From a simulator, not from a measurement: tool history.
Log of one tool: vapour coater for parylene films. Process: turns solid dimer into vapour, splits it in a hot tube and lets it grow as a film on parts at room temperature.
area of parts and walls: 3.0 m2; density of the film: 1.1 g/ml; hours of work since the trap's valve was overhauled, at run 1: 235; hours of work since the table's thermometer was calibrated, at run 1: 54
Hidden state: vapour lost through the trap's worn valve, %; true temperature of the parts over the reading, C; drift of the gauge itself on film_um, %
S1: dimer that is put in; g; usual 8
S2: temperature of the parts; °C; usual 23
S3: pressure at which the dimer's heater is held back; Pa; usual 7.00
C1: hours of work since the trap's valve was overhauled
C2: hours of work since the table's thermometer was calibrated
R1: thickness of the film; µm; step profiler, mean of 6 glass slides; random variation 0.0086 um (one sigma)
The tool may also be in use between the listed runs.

run     day  S1  S2    S3   C1   C2     R1
  1   0.000   8  23  7.00  235   54  1.480
  2   2.188   8  23  7.00  262   81  1.469
  3   3.512   8  21  7.00  278   98  1.572
  4   5.642   8  21  7.00  304  124  1.571
  5   7.629   8  21  7.00  329  149  1.570
  6   9.025   8  21  7.00  346  166  1.569
  7  10.638   8  23  7.00  366  186  1.468
  8  12.783   8  23  3.79  392  212  1.671
  9  14.608   8  18  3.79  415  235  1.943
 10  16.246   8  18  3.79  435  255  1.935
 11  17.217   8  18  3.25  447  267  2.006
 12  19.246   8  20  7.00  472  292  1.617
 13  20.458   8  23  7.00  487  307  1.461
     21.079  -- trap's valve overhauled
 14  22.400   8  23  7.00   16  329  1.460
 15  24.300   8  23  3.82   40  352  1.665
 16  26.029   8  23  3.82   61  374  1.674
 17  27.517   8  23  3.82   79  392  1.656
 18  29.475   8  32  7.00  104  416  1.096
 19  30.712   8  23  7.00  119  431  1.456
 20  32.275   8  23  7.00  138  451  1.458
 21  34.417   8  23  7.00  165  477  1.444
 22  36.158  11  23  7.00  186  499  2.002
 23  38.338   7  18  3.09  213  526  1.776
 24  40.208   8  23  5.76  236  549  1.507
 25  41.592   3  23  4.91  253  566  0.584
 26  42.946   3  23  4.91  270  582  0.587
 27  44.592   3  23  4.91  290  603  0.588
 28  46.508   5  32  7.00  314  626  0.670
 29  47.729   5  24  5.62  329  641  0.911
 30  48.888   4  29  7.00  343  656  0.605
 31  51.067   7  29  3.84  370  683  1.161
 32  53.088  11  29  5.19  395  708  1.729
 33  54.646   7  31  2.02  414  727  1.259
 34  55.996   7  31  2.02  431  744  1.267
 35  57.267   4  16  8.73  447  759  0.858
 36  58.717   4  16  8.73  465  777  0.848
 37  59.675   4  16  8.73  476  789  0.872
     61.142  -- trap's valve overhauled
 38  61.617  13  29  8.73    6  811  1.841
 39  63.350  13  18  3.97   27  832  3.086
     64.350  -- gauge calibrated
 40  65.183  13  18  3.97   50  855  3.152
 41  67.058   5  35  3.26   73  878  0.740
 42  68.408   8  32  7.00   90  895  1.104
 43  69.383   3  23  7.00  102  907  0.559

The same runs without the tool's hidden state, with the same run-to-run variation:
run     R1
  1  1.482
  2  1.472
  3  1.576
  4  1.578
  5  1.578
  6  1.578
  7  1.477
  8  1.684
  9  1.960
 10  1.954
 11  2.027
 12  1.635
 13  1.479
 14  1.475
 15  1.684
 16  1.695
 17  1.677
 18  1.111
 19  1.477
 20  1.481
 21  1.468
 22  2.037
 23  1.810
 24  1.537
 25  0.596
 26  0.599
 27  0.601
 28  0.686
 29  0.933
 30  0.620
 31  1.191
 32  1.775
 33  1.294
 34  1.303
 35  0.883
 36  0.874
 37  0.898
 38  1.895
 39  3.178
 40  3.153
 41  0.741
 42  1.106
 43  0.560

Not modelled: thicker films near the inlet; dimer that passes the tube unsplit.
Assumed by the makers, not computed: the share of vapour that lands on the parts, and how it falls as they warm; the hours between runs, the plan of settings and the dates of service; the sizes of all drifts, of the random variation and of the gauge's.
